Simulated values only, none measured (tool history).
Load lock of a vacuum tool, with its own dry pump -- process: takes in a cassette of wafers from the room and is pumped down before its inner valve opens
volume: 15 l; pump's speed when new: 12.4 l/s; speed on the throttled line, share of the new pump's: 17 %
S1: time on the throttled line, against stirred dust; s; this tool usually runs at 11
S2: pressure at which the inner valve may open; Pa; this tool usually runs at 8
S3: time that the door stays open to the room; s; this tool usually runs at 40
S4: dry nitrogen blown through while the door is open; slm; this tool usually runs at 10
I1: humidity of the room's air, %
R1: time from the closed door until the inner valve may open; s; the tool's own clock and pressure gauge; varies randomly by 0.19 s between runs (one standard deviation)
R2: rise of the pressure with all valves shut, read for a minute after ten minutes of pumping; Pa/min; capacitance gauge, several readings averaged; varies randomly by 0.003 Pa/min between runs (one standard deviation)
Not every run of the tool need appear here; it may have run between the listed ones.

run 1 hour=0 | S1=11 S2=8 S3=40 S4=10 | I1=41.1 | R1=21.3 R2=0.091
run 2 hour=89.6 | S1=11 S2=8 S3=40 S4=10 | I1=45.1 | R1=21.3 R2=0.099
run 3 hour=210.5 | S1=7 S2=8 S3=40 S4=10 | I1=43.2 | R1=17.7 R2=0.108
run 4 hour=273.5 | S1=8 S2=8 S3=40 S4=10 | I1=46 | R1=18.4 R2=0.105
run 5 hour=402.6 | S1=11 S2=8 S3=40 S4=10 | I1=46.2 | R1=21.3 R2=0.107
run 6 hour=494.9 | S1=10 S2=8 S3=40 S4=10 | I1=43.8 | R1=20.5 R2=0.117
run 7 hour=631.4 | S1=11 S2=8 S3=40 S4=10 | I1=44 | R1=20.7 R2=0.117
run 8 hour=700.3 | S1=11 S2=8 S3=40 S4=10 | I1=47.6 | R1=21 R2=0.121
run 9 hour=789.9 | S1=11 S2=8 S3=40 S4=10 | I1=45.6 | R1=21.2 R2=0.127
run 10 hour=881.7 | S1=11 S2=8 S3=40 S4=10 | I1=47.4 | R1=21.2 R2=0.131
run 11 hour=976.8 | S1=15 S2=8 S3=40 S4=38 | I1=45 | R1=24.4 R2=0.114
run 12 hour=1098.4 | S1=15 S2=8 S3=40 S4=38 | I1=39.6 | R1=24.4 R2=0.111
run 13 hour=1163.7 | S1=11 S2=12 S3=40 S4=10 | I1=46.1 | R1=20.8 R2=0.136
run 14 hour=1300.3 | S1=11 S2=12 S3=40 S4=10 | I1=44.8 | R1=20.3 R2=0.144
run 15 hour=1452.4 | S1=11 S2=12 S3=40 S4=10 | I1=42 | R1=20.6 R2=0.146
run 16 hour=1573.4 | S1=11 S2=12 S3=40 S4=10 | I1=45.9 | R1=20.4 R2=0.153

Expected results for the next run?
run 17 hour=1650 | S1=10 S2=8 S3=37 S4=38 | I1=42.9 | R1=? R2=?

R1: 20.6 s
R2: 0.142 Pa/min
On a tool with no hidden condition, and with the same random variation, this run would have come out at R1 20.1 s, R2 0.033 Pa/min.

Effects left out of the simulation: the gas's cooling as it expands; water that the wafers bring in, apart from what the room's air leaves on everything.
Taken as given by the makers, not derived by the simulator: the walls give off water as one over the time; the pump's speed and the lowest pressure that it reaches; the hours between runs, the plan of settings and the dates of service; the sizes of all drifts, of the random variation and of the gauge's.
